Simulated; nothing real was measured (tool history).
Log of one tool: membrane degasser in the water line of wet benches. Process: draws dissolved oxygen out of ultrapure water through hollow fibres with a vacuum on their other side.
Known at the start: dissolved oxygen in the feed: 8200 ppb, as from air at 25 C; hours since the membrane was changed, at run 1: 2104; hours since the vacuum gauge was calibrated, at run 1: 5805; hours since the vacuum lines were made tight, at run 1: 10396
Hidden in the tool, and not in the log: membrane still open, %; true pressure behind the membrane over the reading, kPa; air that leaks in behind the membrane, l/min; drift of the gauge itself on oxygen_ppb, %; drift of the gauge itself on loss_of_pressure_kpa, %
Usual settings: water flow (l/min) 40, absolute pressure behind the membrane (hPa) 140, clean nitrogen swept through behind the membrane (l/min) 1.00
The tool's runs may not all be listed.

run	day	water flow (l/min)	absolute pressure behind the membrane (hPa)	clean nitrogen swept through behind the membrane (l/min)	hours since the membrane was changed	hours since the vacuum gauge was calibrated	hours since the vacuum lines were made tight	dissolved oxygen in the water behind the degasser (ppb)	pressure that the water loses in the fibres (hPa)
1	0.000	40	140	1.00	2104	5805	10396	1012.9	373.4
2	4.317	50	140	1.00	2208	5909	10500	1299.0	468.3
3	8.938	50	140	1.00	2319	6020	10611	1267.7	464.6
4	11.017	40	140	1.00	2369	6069	10661	1031.0	372.3
5	15.700	40	140	1.00	2481	6182	10773	1012.6	372.2
6	19.962	40	140	1.00	2583	6284	10875	1007.4	377.8
7	22.038	40	140	1.00	2633	6334	10925	996.5	375.5
8	25.008	40	140	1.00	2705	6405	10997	1000.5	374.6
9	27.775	40	140	2.48	2771	6472	11063	612.7	373.9
10	32.288	40	140	2.48	2879	6580	11171	606.2	376.9
# day 32.900: seals of the vacuum lines changed
11	35.908	40	140	2.48	2964	6665	72	597.3	375.6
12	40.046	40	140	1.00	3063	6764	171	1021.5	374.6
13	42.125	40	140	1.00	3113	6814	221	1022.9	371.7
14	45.225	40	163	0.42	3188	6888	296	1854.9	377.5
15	49.962	40	121	0.41	3301	7002	410	1431.7	377.5
16	52.600	34	157	0.72	3365	7065	473	1151.2	319.0
17	54.812	40	209	1.13	3418	7119	526	1322.5	376.1
18	58.958	27	162	1.99	3517	7218	625	453.3	254.6
19	63.796	38	129	1.98	3633	7334	741	597.7	352.6
20	66.617	50	138	0.63	3701	7402	809	1601.8	471.8
21	69.142	50	138	0.63	3762	7462	870	1593.2	470.1
22	72.262	57	114	1.64	3837	7537	945	1088.2	536.4
23	75.392	63	140	1.00	3912	7612	1020	1696.8	595.4
24	80.175	63	140	1.00	4027	7727	1135	1691.5	594.0
25	82.279	63	140	1.00	4077	7778	1185	1698.2	591.2

Forecast each of these 4 alternatives for the next run:
# day 84.800: vacuum gauge calibrated
A	86.575	40	140	0.51	4180	43	1288	?	?
# day 84.800: vacuum gauge calibrated
B	86.575	40	140	1.01	4180	43	1288	?	?
# day 84.800: vacuum gauge calibrated
C	86.575	41	168	1.24	4180	43	1288	?	?
# day 84.800: vacuum gauge calibrated
D	86.575	25	140	0.83	4180	43	1288	?	?

run	dissolved oxygen in the water behind the degasser (ppb)	pressure that the water loses in the fibres (hPa)
A	1463.3	377.4
B	1011.4	377.6
C	1083.7	387.7
D	674.3	235.8
Without the tool's hidden state the same runs would have given:
run	dissolved oxygen in the water behind the degasser (ppb)	pressure that the water loses in the fibres (hPa)
A	1449.1	371.1
B	996.0	371.2
C	1068.0	381.3
D	667.5	231.9
